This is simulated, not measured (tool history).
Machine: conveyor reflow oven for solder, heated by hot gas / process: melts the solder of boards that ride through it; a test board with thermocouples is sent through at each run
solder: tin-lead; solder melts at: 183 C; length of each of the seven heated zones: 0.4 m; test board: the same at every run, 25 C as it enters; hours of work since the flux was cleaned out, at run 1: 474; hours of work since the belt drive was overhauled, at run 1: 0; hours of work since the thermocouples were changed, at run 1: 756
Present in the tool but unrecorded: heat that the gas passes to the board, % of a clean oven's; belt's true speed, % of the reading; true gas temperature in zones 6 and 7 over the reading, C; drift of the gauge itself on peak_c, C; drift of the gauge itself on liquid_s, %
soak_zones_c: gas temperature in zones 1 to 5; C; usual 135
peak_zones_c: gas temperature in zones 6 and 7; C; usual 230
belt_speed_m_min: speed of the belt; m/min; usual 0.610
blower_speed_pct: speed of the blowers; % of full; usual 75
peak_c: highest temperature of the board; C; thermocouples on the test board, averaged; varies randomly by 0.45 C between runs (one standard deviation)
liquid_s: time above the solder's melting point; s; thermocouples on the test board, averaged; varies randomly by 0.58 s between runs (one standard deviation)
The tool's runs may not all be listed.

run	hour	soak_zones_c	peak_zones_c	belt_speed_m_min	blower_speed_pct	hours of work since the flux was cleaned out	hours of work since the belt drive was overhauled	hours of work since the thermocouples were changed	peak_c	liquid_s
1	0.0	135	230	0.610	75	474	0	756	200.6	38.1
# hour 44.6: flux residue cleaned out of gas plates and filters
2	81.1	135	230	0.610	75	26	54	809	206.2	45.4
3	145.5	135	230	0.610	55	71	99	855	197.5	32.2
4	212.0	135	230	0.610	55	118	146	901	196.8	30.7
5	290.0	135	230	0.626	75	173	200	956	203.2	40.3
6	384.2	135	230	0.610	51	239	267	1023	193.6	25.1
7	450.5	139	245	0.500	63	286	313	1069	218.3	73.5
# hour 532.7: thermocouples of zones 6 and 7 changed
8	540.8	135	220	0.610	86	348	375	6	200.6	39.5
9	587.0	135	232	0.610	60	380	408	38	201.3	37.8
10	649.2	135	232	0.610	60	424	452	82	200.6	36.2
11	724.3	132	225	0.610	79	477	505	135	199.2	36.8
# hour 760.7: flux residue cleaned out of gas plates and filters
12	823.1	123	230	0.530	75	44	570	201	209.9	55.7

Some steps in peak_c between neighbouring runs. How much of each would the tool show without its hidden state too (settings, what came in, random variation), and how much is left for the hidden state, with any gauge scatter that isn't in both results?
Run 6 -> 7: soak_zones_c 135 -> 139, peak_zones_c 230 -> 245, belt_speed_m_min 0.610 -> 0.500, blower_speed_pct 51 -> 63. peak_c +24.7 C: hidden state -1.1, all else +25.8.
Run 11 -> 12: soak_zones_c 132 -> 123, peak_zones_c 225 -> 230, belt_speed_m_min 0.610 -> 0.530, blower_speed_pct 79 -> 75, flux residue cleaned out of gas plates and filters. peak_c +10.7 C: hidden state +4.8, all else +5.9.
